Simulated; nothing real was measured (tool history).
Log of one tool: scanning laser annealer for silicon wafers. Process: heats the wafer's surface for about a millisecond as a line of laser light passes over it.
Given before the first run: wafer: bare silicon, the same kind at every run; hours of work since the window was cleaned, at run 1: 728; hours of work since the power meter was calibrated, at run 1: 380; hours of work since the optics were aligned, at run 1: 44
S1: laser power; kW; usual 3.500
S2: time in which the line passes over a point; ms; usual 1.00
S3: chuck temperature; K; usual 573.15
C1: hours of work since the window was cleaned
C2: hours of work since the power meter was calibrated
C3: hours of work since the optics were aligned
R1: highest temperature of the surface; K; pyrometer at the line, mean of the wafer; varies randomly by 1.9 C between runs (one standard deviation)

{"run": 1, "hour": 0.0, "S1": 3.5, "S2": 1.0, "S3": 573.15, "C1": 728, "C2": 380, "C3": 44, "R1": 1409.15}
{"run": 2, "hour": 13.7, "S1": 3.5, "S2": 1.0, "S3": 573.15, "C1": 735, "C2": 386, "C3": 51, "R1": 1407.15}
{"run": 3, "hour": 32.1, "S1": 3.5, "S2": 1.0, "S3": 573.15, "C1": 744, "C2": 396, "C3": 60, "R1": 1406.15}
{"run": 4, "hour": 53.8, "S1": 3.5, "S2": 1.0, "S3": 573.15, "C1": 755, "C2": 407, "C3": 71, "R1": 1408.15}
{"run": 5, "hour": 75.7, "S1": 3.5, "S2": 1.0, "S3": 573.15, "C1": 766, "C2": 418, "C3": 83, "R1": 1407.15}
{"run": 6, "hour": 94.6, "S1": 3.5, "S2": 1.0, "S3": 573.15, "C1": 776, "C2": 428, "C3": 92, "R1": 1406.15}
{"run": 7, "hour": 114.6, "S1": 3.5, "S2": 1.0, "S3": 573.15, "C1": 786, "C2": 438, "C3": 102, "R1": 1409.15}
{"run": 8, "hour": 138.0, "S1": 3.5, "S2": 1.0, "S3": 544.15, "C1": 798, "C2": 450, "C3": 114, "R1": 1377.15}
{"hour": 145.2, "done": "window over the wafer cleaned"}
{"run": 9, "hour": 152.3, "S1": 3.386, "S2": 0.72, "S3": 573.15, "C1": 4, "C2": 456, "C3": 121, "R1": 1264.15}
{"run": 10, "hour": 166.3, "S1": 3.386, "S2": 0.72, "S3": 573.15, "C1": 11, "C2": 463, "C3": 128, "R1": 1263.15}
{"run": 11, "hour": 192.6, "S1": 3.215, "S2": 0.86, "S3": 573.15, "C1": 24, "C2": 476, "C3": 141, "R1": 1269.15}
{"run": 12, "hour": 219.6, "S1": 3.215, "S2": 0.86, "S3": 573.15, "C1": 38, "C2": 490, "C3": 155, "R1": 1272.15}
{"run": 13, "hour": 231.1, "S1": 3.66, "S2": 0.86, "S3": 592.15, "C1": 44, "C2": 496, "C3": 161, "R1": 1420.15}

Alternative continuations, all from the tool just after run 13; predict every row:
{"run": "A", "hour": 247.1, "S1": 3.66, "S2": 1.12, "S3": 592.15, "C1": 52, "C2": 504, "C3": 169, "R1": "?"}
{"run": "B", "hour": 247.1, "S1": 3.484, "S2": 1.17, "S3": 592.15, "C1": 52, "C2": 504, "C3": 169, "R1": "?"}
{"run": "C", "hour": 247.1, "S1": 3.66, "S2": 1.23, "S3": 592.15, "C1": 52, "C2": 504, "C3": 169, "R1": "?"}

run=A R1=1529.15
run=B R1=1485.15
run=C R1=1561.15
Without the tool's unlogged condition, the same runs would have read:
run=A R1=1529.15
run=B R1=1486.15
run=C R1=1561.15

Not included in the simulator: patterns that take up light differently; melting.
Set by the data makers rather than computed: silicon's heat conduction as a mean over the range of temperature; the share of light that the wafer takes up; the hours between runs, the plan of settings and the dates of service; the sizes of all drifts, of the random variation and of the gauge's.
